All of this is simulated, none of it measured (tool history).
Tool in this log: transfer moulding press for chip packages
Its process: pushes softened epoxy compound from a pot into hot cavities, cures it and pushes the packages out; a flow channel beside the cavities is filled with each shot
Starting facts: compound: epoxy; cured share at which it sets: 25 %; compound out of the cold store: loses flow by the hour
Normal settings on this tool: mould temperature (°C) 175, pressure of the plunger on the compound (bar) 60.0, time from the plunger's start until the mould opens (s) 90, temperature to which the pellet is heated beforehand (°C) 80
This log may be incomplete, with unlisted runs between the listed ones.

| run | day | mould temperature (°C) | pressure of the plunger on the compound (bar) | time from the plunger's start until the mould opens (s) | temperature to which the pellet is heated beforehand (°C) | incoming compound's hours out of the cold store | length that the compound runs in the flow channel (mm) | greatest force on the pins that push the packages out (N) |
|---|---|---|---|---|---|---|---|---|
| 1 | 0.000 | 175 | 60.0 | 90 | 80 | 26.4 | 532 | 504 |
|  | 2.075 | cavities cleaned with cleaning compound and waxed |
| 2 | 3.533 | 175 | 60.0 | 90 | 80 | 39.4 | 508 | 501 |
|  | 5.692 | plunger's sealing rings changed |
|  | 5.754 | cavities cleaned with cleaning compound and waxed |
| 3 | 5.812 | 175 | 60.0 | 90 | 80 | 32.1 | 522 | 513 |
|  | 9.342 | cavities cleaned with cleaning compound and waxed |
| 4 | 9.358 | 175 | 60.0 | 90 | 80 | 23.7 | 542 | 518 |
|  | 10.312 | mould's thermocouples calibrated |
| 5 | 12.404 | 175 | 60.0 | 90 | 80 | 44.4 | 497 | 513 |
|  | 12.979 | cavities cleaned with cleaning compound and waxed |
| 6 | 15.788 | 175 | 60.0 | 90 | 80 | 39.1 | 511 | 478 |
|  | 16.450 | cavities cleaned with cleaning compound and waxed |
| 7 | 18.225 | 175 | 60.0 | 90 | 80 | 15.0 | 555 | 541 |
|  | 19.888 | cavities cleaned with cleaning compound and waxed |
| 8 | 20.929 | 175 | 60.0 | 90 | 80 | 36.9 | 511 | 481 |
|  | 22.242 | plunger's sealing rings changed |
|  | 23.550 | cavities cleaned with cleaning compound and waxed |
| 9 | 24.425 | 175 | 60.0 | 90 | 71 | 8.9 | 574 | 548 |
|  | 27.117 | cavities cleaned with cleaning compound and waxed |
| 10 | 27.954 | 175 | 60.0 | 90 | 71 | 37.7 | 516 | 511 |
|  | 30.646 | cavities cleaned with cleaning compound and waxed |
| 11 | 30.788 | 175 | 60.0 | 93 | 80 | 10.2 | 570 | 503 |
| 12 | 33.100 | 175 | 60.0 | 93 | 80 | 14.5 | 555 | 507 |
|  | 34.096 | cavities cleaned with cleaning compound and waxed |
| 13 | 37.196 | 175 | 60.0 | 93 | 80 | 43.1 | 502 | 437 |
|  | 37.646 | cavities cleaned with cleaning compound and waxed |
|  | 38.638 | plunger's sealing rings changed |
| 14 | 40.612 | 175 | 52.0 | 90 | 74 | 17.4 | 515 | 515 |
|  | 41.346 | cavities cleaned with cleaning compound and waxed |
| 15 | 44.262 | 170 | 63.6 | 121 | 86 | 22.4 | 560 | 402 |
|  | 44.900 | cavities cleaned with cleaning compound and waxed |
|  | 48.429 | cavities cleaned with cleaning compound and waxed |
| 16 | 48.550 | 172 | 63.6 | 96 | 86 | 12.2 | 590 | 566 |
|  | 51.904 | cavities cleaned with cleaning compound and waxed |
| 17 | 52.058 | 172 | 66.5 | 90 | 78 | 15.5 | 584 | 667 |
|  | 55.104 | plunger's sealing rings changed |
|  | 55.417 | cavities cleaned with cleaning compound and waxed |
| 18 | 55.925 | 172 | 66.5 | 90 | 78 | 36.2 | 544 | 624 |
| 19 | 58.188 | 169 | 61.2 | 70 | 77 | 26.2 | 547 | 1283 |
|  | 59.121 | cavities cleaned with cleaning compound and waxed |
| 20 | 61.479 | 175 | 60.0 | 90 | 87 | 28.9 | 523 | 502 |
|  | 62.492 | cavities cleaned with cleaning compound and waxed |
| 21 | 63.654 | 175 | 60.0 | 90 | 87 | 44.9 | 490 | 464 |
|  | 66.000 | cavities cleaned with cleaning compound and waxed |
| 22 | 66.533 | 181 | 59.7 | 72 | 72 | 11.6 | 561 | 597 |
|  | 69.688 | cavities cleaned with cleaning compound and waxed |
| 23 | 70.625 | 176 | 59.7 | 72 | 86 | 10.4 | 568 | 866 |
|  | 71.621 | mould's thermocouples calibrated |
|  | 71.725 | plunger's sealing rings changed |
|  | 73.329 | cavities cleaned with cleaning compound and waxed |
| 24 | 73.329 | 176 | 59.7 | 72 | 86 | 19.1 | 544 | 813 |
| 25 | 75.979 | 176 | 59.7 | 72 | 86 | 21.6 | 536 | 830 |
|  | 76.762 | cavities cleaned with cleaning compound and waxed |
| 26 | 78.175 | 176 | 59.7 | 72 | 86 | 13.1 | 551 | 806 |

Forecast each of these 4 alternatives for the next run:
|  | 80.346 | cavities cleaned with cleaning compound and waxed |
| A | 81.708 | 176 | 72.6 | 72 | 86 | 39.4 | ? | ? |
|  | 80.346 | cavities cleaned with cleaning compound and waxed |
| B | 81.708 | 176 | 59.7 | 107 | 86 | 28.1 | ? | ? |
|  | 80.346 | cavities cleaned with cleaning compound and waxed |
| C | 81.708 | 173 | 60.0 | 127 | 80 | 33.3 | ? | ? |
|  | 80.346 | cavities cleaned with cleaning compound and waxed |
| D | 81.708 | 175 | 59.7 | 72 | 86 | 29.5 | ? | ? |

| run | length that the compound runs in the flow channel (mm) | greatest force on the pins that push the packages out (N) |
|---|---|---|
| A | 552 | 755 |
| B | 523 | 337 |
| C | 519 | 335 |
| D | 516 | 822 |
Without the tool's unlogged condition, the same runs would have read:
| run | length that the compound runs in the flow channel (mm) | greatest force on the pins that push the packages out (N) |
|---|---|---|
| A | 552 | 749 |
| B | 524 | 334 |
| C | 520 | 332 |
| D | 517 | 816 |

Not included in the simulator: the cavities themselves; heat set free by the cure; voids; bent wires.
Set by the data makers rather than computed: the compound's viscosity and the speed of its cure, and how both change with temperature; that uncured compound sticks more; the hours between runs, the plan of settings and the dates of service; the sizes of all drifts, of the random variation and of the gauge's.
